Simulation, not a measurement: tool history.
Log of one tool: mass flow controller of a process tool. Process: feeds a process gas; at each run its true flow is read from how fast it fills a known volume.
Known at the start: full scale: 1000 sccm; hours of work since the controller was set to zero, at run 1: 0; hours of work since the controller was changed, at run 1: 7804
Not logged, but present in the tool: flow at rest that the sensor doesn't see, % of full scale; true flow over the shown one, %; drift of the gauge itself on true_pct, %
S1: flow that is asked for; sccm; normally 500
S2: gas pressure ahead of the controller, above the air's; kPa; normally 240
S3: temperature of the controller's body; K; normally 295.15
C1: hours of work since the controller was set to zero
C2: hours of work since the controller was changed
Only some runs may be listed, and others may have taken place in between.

{"run": 1, "hour": 0.0, "S1": 500, "S2": 240, "S3": 295.15, "C1": 0, "C2": 7804, "true flow (%)": 98.1}
{"run": 2, "hour": 272.5, "S1": 500, "S2": 240, "S3": 295.15, "C1": 155, "C2": 7959, "true flow (%)": 98.19}
{"run": 3, "hour": 689.2, "S1": 500, "S2": 240, "S3": 295.15, "C1": 393, "C2": 8197, "true flow (%)": 98.25}
{"run": 4, "hour": 997.0, "S1": 500, "S2": 240, "S3": 295.15, "C1": 569, "C2": 8372, "true flow (%)": 98.17}
{"run": 5, "hour": 1399.1, "S1": 501, "S2": 240, "S3": 295.15, "C1": 798, "C2": 8602, "true flow (%)": 98.16}
{"run": 6, "hour": 1769.1, "S1": 501, "S2": 240, "S3": 295.15, "C1": 1009, "C2": 8813, "true flow (%)": 98.1}
{"run": 7, "hour": 2237.8, "S1": 501, "S2": 240, "S3": 295.15, "C1": 1277, "C2": 9080, "true flow (%)": 98.13}
{"run": 8, "hour": 2664.4, "S1": 501, "S2": 240, "S3": 295.15, "C1": 1520, "C2": 9323, "true flow (%)": 98.12}
{"run": 9, "hour": 2964.3, "S1": 501, "S2": 240, "S3": 295.15, "C1": 1691, "C2": 9495, "true flow (%)": 98.24}
{"run": 10, "hour": 3359.4, "S1": 501, "S2": 240, "S3": 295.15, "C1": 1916, "C2": 9720, "true flow (%)": 98.15}
{"run": 11, "hour": 3560.0, "S1": 397, "S2": 240, "S3": 295.15, "C1": 2031, "C2": 9834, "true flow (%)": 97.84}
{"run": 12, "hour": 3903.1, "S1": 500, "S2": 240, "S3": 295.15, "C1": 2227, "C2": 10030, "true flow (%)": 98.16}
{"run": 13, "hour": 4265.7, "S1": 500, "S2": 258, "S3": 295.15, "C1": 2433, "C2": 10237, "true flow (%)": 98.09}
{"run": 14, "hour": 4533.4, "S1": 220, "S2": 240, "S3": 295.15, "C1": 2586, "C2": 10390, "true flow (%)": 97.22}
{"run": 15, "hour": 4877.9, "S1": 220, "S2": 240, "S3": 295.15, "C1": 2783, "C2": 10586, "true flow (%)": 97.28}
{"run": 16, "hour": 5280.6, "S1": 220, "S2": 240, "S3": 295.15, "C1": 3012, "C2": 10816, "true flow (%)": 97.33}
{"run": 17, "hour": 5497.7, "S1": 220, "S2": 240, "S3": 295.15, "C1": 3136, "C2": 10940, "true flow (%)": 97.27}
{"run": 18, "hour": 5723.3, "S1": 500, "S2": 156, "S3": 295.15, "C1": 3265, "C2": 11068, "true flow (%)": 98.34}
{"run": 19, "hour": 6088.3, "S1": 500, "S2": 156, "S3": 295.15, "C1": 3473, "C2": 11277, "true flow (%)": 98.34}
{"run": 20, "hour": 6510.5, "S1": 500, "S2": 240, "S3": 308.15, "C1": 3714, "C2": 11517, "true flow (%)": 99.08}
{"run": 21, "hour": 6869.1, "S1": 303, "S2": 240, "S3": 295.15, "C1": 3918, "C2": 11722, "true flow (%)": 97.57}
{"run": 22, "hour": 7130.2, "S1": 303, "S2": 240, "S3": 295.15, "C1": 4067, "C2": 11871, "true flow (%)": 97.55}
{"run": 23, "hour": 7389.9, "S1": 303, "S2": 240, "S3": 295.15, "C1": 4216, "C2": 12019, "true flow (%)": 97.55}
{"run": 24, "hour": 7609.8, "S1": 303, "S2": 240, "S3": 295.15, "C1": 4341, "C2": 12144, "true flow (%)": 97.62}
{"run": 25, "hour": 7955.0, "S1": 303, "S2": 240, "S3": 295.15, "C1": 4538, "C2": 12341, "true flow (%)": 97.59}
{"run": 26, "hour": 8302.5, "S1": 617, "S2": 186, "S3": 305.15, "C1": 4736, "C2": 12540, "true flow (%)": 99.3}
{"run": 27, "hour": 8663.6, "S1": 310, "S2": 178, "S3": 293.15, "C1": 4942, "C2": 12746, "true flow (%)": 97.58}
{"run": 28, "hour": 8941.6, "S1": 500, "S2": 250, "S3": 306.15, "C1": 5101, "C2": 12904, "true flow (%)": 98.96}
{"hour": 8978.6, "done": "controller exchanged for a calibrated one"}
{"run": 29, "hour": 9272.3, "S1": 287, "S2": 206, "S3": 299.15, "C1": 168, "C2": 168, "true flow (%)": 97.81}
{"run": 30, "hour": 9524.7, "S1": 364, "S2": 182, "S3": 307.15, "C1": 312, "C2": 312, "true flow (%)": 98.86}
{"run": 31, "hour": 9862.5, "S1": 480, "S2": 211, "S3": 301.15, "C1": 504, "C2": 504, "true flow (%)": 98.45}
{"run": 32, "hour": 10223.5, "S1": 258, "S2": 273, "S3": 298.15, "C1": 710, "C2": 710, "true flow (%)": 97.63}
{"run": 33, "hour": 10679.6, "S1": 258, "S2": 273, "S3": 298.15, "C1": 970, "C2": 970, "true flow (%)": 97.55}
{"run": 34, "hour": 10883.0, "S1": 105, "S2": 236, "S3": 294.15, "C1": 1086, "C2": 1086, "true flow (%)": 96.94}
{"run": 35, "hour": 11256.0, "S1": 391, "S2": 206, "S3": 294.15, "C1": 1299, "C2": 1299, "true flow (%)": 97.89}
{"run": 36, "hour": 11604.3, "S1": 391, "S2": 206, "S3": 294.15, "C1": 1498, "C2": 1498, "true flow (%)": 97.84}
{"run": 37, "hour": 12017.3, "S1": 391, "S2": 206, "S3": 294.15, "C1": 1733, "C2": 1733, "true flow (%)": 97.89}
{"run": 38, "hour": 12226.5, "S1": 192, "S2": 240, "S3": 311.15, "C1": 1853, "C2": 1853, "true flow (%)": 98.26}
{"run": 39, "hour": 12669.6, "S1": 192, "S2": 240, "S3": 311.15, "C1": 2105, "C2": 2105, "true flow (%)": 98.41}
{"run": 40, "hour": 13055.8, "S1": 140, "S2": 240, "S3": 295.15, "C1": 2326, "C2": 2326, "true flow (%)": 97.09}
{"run": 41, "hour": 13331.4, "S1": 844, "S2": 219, "S3": 296.15, "C1": 2483, "C2": 2483, "true flow (%)": 99.24}
{"run": 42, "hour": 13677.4, "S1": 169, "S2": 239, "S3": 293.15, "C1": 2680, "C2": 2680, "true flow (%)": 97.02}
{"run": 43, "hour": 13960.7, "S1": 311, "S2": 239, "S3": 293.15, "C1": 2842, "C2": 2842, "true flow (%)": 97.43}
{"run": 44, "hour": 14178.2, "S1": 311, "S2": 239, "S3": 293.15, "C1": 2966, "C2": 2966, "true flow (%)": 97.38}
{"run": 45, "hour": 14460.3, "S1": 585, "S2": 181, "S3": 304.15, "C1": 3127, "C2": 3127, "true flow (%)": 99.31}
{"run": 46, "hour": 14913.8, "S1": 585, "S2": 181, "S3": 304.15, "C1": 3386, "C2": 3386, "true flow (%)": 99.34}
{"run": 47, "hour": 15357.7, "S1": 585, "S2": 181, "S3": 304.15, "C1": 3639, "C2": 3639, "true flow (%)": 99.16}

What differs in the tool's unlogged condition from the final listed run ahead of each entry between runs to the first listed run following it?
In the gap between runs 28 and 29: controller exchanged for a calibrated one (hour 8978.6)
  flow at rest that the sensor doesn't see, % of full scale: -0.004 -> 0

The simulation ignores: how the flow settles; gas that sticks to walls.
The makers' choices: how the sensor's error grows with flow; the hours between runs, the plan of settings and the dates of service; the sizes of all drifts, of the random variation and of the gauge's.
